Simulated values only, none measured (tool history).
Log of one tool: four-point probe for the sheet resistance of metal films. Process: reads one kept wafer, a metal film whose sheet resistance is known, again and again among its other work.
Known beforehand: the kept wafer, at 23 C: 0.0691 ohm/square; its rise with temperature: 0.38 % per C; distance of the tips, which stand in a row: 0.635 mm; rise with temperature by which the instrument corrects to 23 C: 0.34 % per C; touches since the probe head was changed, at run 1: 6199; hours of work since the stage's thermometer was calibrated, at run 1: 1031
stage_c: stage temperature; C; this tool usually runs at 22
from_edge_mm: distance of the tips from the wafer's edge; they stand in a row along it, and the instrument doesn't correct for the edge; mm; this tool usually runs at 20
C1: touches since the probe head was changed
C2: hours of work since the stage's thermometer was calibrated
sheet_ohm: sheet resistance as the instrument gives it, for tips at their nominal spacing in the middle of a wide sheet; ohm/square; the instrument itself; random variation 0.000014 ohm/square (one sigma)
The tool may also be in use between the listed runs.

Run 1, hour 0.0: usual settings; C1 6199; C2 1031. Result: sheet_ohm 0.069045 ohm/square.
Run 2, hour 20.6: usual settings; C1 6538; C2 1044. Result: sheet_ohm 0.069047 ohm/square.
Run 3, hour 50.4: usual settings; C1 7029; C2 1063. Result: sheet_ohm 0.069056 ohm/square.
Run 4, hour 77.8: usual settings but from_edge_mm 73 mm; C1 7480; C2 1081. Result: sheet_ohm 0.069018 ohm/square.
Run 5, hour 106.1: usual settings but from_edge_mm 17 mm; C1 7947; C2 1099. Result: sheet_ohm 0.069096 ohm/square.
Run 6, hour 124.7: usual settings but from_edge_mm 17 mm; C1 8253; C2 1111. Result: sheet_ohm 0.069073 ohm/square.
Run 7, hour 156.6: usual settings; C1 8779; C2 1131. Result: sheet_ohm 0.069081 ohm/square.
Run 8, hour 182.1: usual settings; C1 9198; C2 1148. Result: sheet_ohm 0.069064 ohm/square.
Run 9, hour 213.8: usual settings but stage_c 21 C; C1 9721; C2 1168. Result: sheet_ohm 0.069074 ohm/square.
Run 10, hour 242.3: usual settings but stage_c 21 C; C1 10189; C2 1186. Result: sheet_ohm 0.069053 ohm/square.
Run 11, hour 274.2: usual settings but stage_c 32 C; C1 10715; C2 1207. Result: sheet_ohm 0.069319 ohm/square.
Run 12, hour 295.4: usual settings but stage_c 24 C; C1 11065; C2 1221. Result: sheet_ohm 0.069116 ohm/square.
Run 13, hour 328.0: usual settings but from_edge_mm 69 mm; C1 11602; C2 1241. Result: sheet_ohm 0.069067 ohm/square.
Run 14, hour 360.8: usual settings but stage_c 34 C; C1 12142; C2 1263. Result: sheet_ohm 0.069355 ohm/square.
Run 15, hour 393.3: usual settings but stage_c 34 C; C1 12678; C2 1283. Result: sheet_ohm 0.069368 ohm/square.
Run 16, hour 412.4: usual settings but stage_c 19 C; C1 12991; C2 1296. Result: sheet_ohm 0.069039 ohm/square.
Run 17, hour 437.1: usual settings but stage_c 19 C; C1 13398; C2 1312. Result: sheet_ohm 0.069045 ohm/square.
Run 18, hour 455.4: usual settings but stage_c 19 C; C1 13699; C2 1323. Result: sheet_ohm 0.069073 ohm/square.
Run 19, hour 486.6: usual settings but from_edge_mm 8 mm; C1 14214; C2 1343. Result: sheet_ohm 0.069297 ohm/square.
Run 20, hour 504.4: usual settings but stage_c 18 C, from_edge_mm 8 mm; C1 14506; C2 1355. Result: sheet_ohm 0.069224 ohm/square.
Run 21, hour 522.0: usual settings but stage_c 27 C, from_edge_mm 5 mm; C1 14797; C2 1366. Result: sheet_ohm 0.069761 ohm/square.
Run 22, hour 542.8: usual settings but stage_c 21 C, from_edge_mm 65 mm; C1 15139; C2 1380. Result: sheet_ohm 0.069067 ohm/square.
At hour 552.0: stage's thermometer calibrated.
Run 23, hour 568.7: usual settings but stage_c 21 C, from_edge_mm 65 mm; C1 15558; C2 11. Result: sheet_ohm 0.069006 ohm/square.
Run 24, hour 603.1: usual settings but stage_c 28 C, from_edge_mm 73 mm; C1 16125; C2 33. Result: sheet_ohm 0.069174 ohm/square.
Run 25, hour 628.7: usual settings but stage_c 18 C, from_edge_mm 50 mm; C1 16545; C2 49. Result: sheet_ohm 0.068951 ohm/square.
Run 26, hour 652.1: usual settings but stage_c 28 C, from_edge_mm 8 mm; C1 16931; C2 64. Result: sheet_ohm 0.069432 ohm/square.
Run 27, hour 671.6: usual settings but stage_c 29 C, from_edge_mm 4 mm; C1 17252; C2 77. Result: sheet_ohm 0.070128 ohm/square.
Run 28, hour 691.1: usual settings but stage_c 32 C, from_edge_mm 17 mm; C1 17574; C2 89. Result: sheet_ohm 0.069326 ohm/square.
Run 29, hour 723.6: usual settings but stage_c 32 C, from_edge_mm 17 mm; C1 18108; C2 110. Result: sheet_ohm 0.069331 ohm/square.
Run 30, hour 739.7: usual settings but stage_c 23 C, from_edge_mm 9 mm; C1 18374; C2 121. Result: sheet_ohm 0.069270 ohm/square.
Run 31, hour 759.9: usual settings but stage_c 23 C, from_edge_mm 13 mm; C1 18707; C2 134. Result: sheet_ohm 0.069200 ohm/square.
Run 32, hour 774.5: usual settings but stage_c 30 C, from_edge_mm 4 mm; C1 18948; C2 143. Result: sheet_ohm 0.070166 ohm/square.
Run 33, hour 800.3: usual settings but stage_c 28 C, from_edge_mm 14 mm; C1 19372; C2 160. Result: sheet_ohm 0.069277 ohm/square.

What if the next run were any one of these 4? Each begins from the tool's condition after run 33:
Run A, hour 824.3: usual settings but stage_c 25 C; C1 19767; C2 175. Result: sheet_ohm ?.
Run B, hour 824.3: usual settings but stage_c 32 C, from_edge_mm 31 mm; C1 19767; C2 175. Result: sheet_ohm ?.
Run C, hour 824.3: usual settings but stage_c 20 C; C1 19767; C2 175. Result: sheet_ohm ?.
Run D, hour 824.3: usual settings but stage_c 34 C, from_edge_mm 27 mm; C1 19767; C2 175. Result: sheet_ohm ?.

run  sheet_ohm
  A   0.069214
  B   0.069323
  C   0.069092
  D   0.069367
Stripped of hidden state, with their random variation kept, the same runs would have yielded:
run  sheet_ohm
  A   0.069214
  B   0.069323
  C   0.069092
  D   0.069368

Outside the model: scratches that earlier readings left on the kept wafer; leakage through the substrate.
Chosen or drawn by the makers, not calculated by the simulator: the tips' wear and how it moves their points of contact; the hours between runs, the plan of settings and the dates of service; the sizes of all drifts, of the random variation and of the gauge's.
